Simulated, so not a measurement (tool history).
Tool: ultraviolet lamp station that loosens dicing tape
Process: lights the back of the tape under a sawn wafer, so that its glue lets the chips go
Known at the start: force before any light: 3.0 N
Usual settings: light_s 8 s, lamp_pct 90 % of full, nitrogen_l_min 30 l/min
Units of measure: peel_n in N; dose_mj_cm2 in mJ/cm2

run   hour  light_s  lamp_pct  nitrogen_l_min  peel_n  dose_mj_cm2
  1    0.0        8        90              30   0.312          434
  2   18.6        8        90              30   0.311          425
  3   38.7        8        90              30   0.313          416
  4   65.3        8        63              30   0.547          289
  5   90.5        8        63              30   0.544          288
  6  104.3        8        85              30   0.376          382
  7  134.6        8        85              30   0.375          378
  8  159.9        8        85              30   0.376          372
  9  173.4        8        85              30   0.382          370
 10  197.5        8        89              30   0.367          382
 11  223.9        8        66              41   0.496          281
 12  240.5        8        75              21   0.525          317
 13  254.3        8        78              21   0.523          320
 14  271.4        8        78              21   0.531          320
     290.3  -- window cleaned of glue's vapour
 15  294.0        7        86              57   0.312          364
 16  318.1        5        80              17   0.841          237
 17  337.4        8        65              39   0.459          306
 18  365.8        5        81              51   0.613          239
 19  378.9        8        80              43   0.336          379

How would selected steps in peel_n from run to run divide? Give the signed amount a tool lacking its hidden state would still show from settings, what came in and random variation, and the signed amount left for the hidden state, including any gauge scatter that is not in both of the compared results.
The hidden state here: lamp's light, % of a new lamp's; light that the window lets through, % of a clean one's; drift of the gauge itself on peel_n, %; drift of the gauge itself on dose_mj_cm2, %.
Run 14 -> 15: light_s 8 -> 7, lamp_pct 78 -> 86, nitrogen_l_min 21 -> 57, window cleaned of glue's vapour. peel_n -0.219 N: hidden state -0.154, all else -0.065.
Run 15 -> 16: light_s 7 -> 5, lamp_pct 86 -> 80, nitrogen_l_min 57 -> 17. peel_n +0.529 N: hidden state +0.139, all else +0.390.
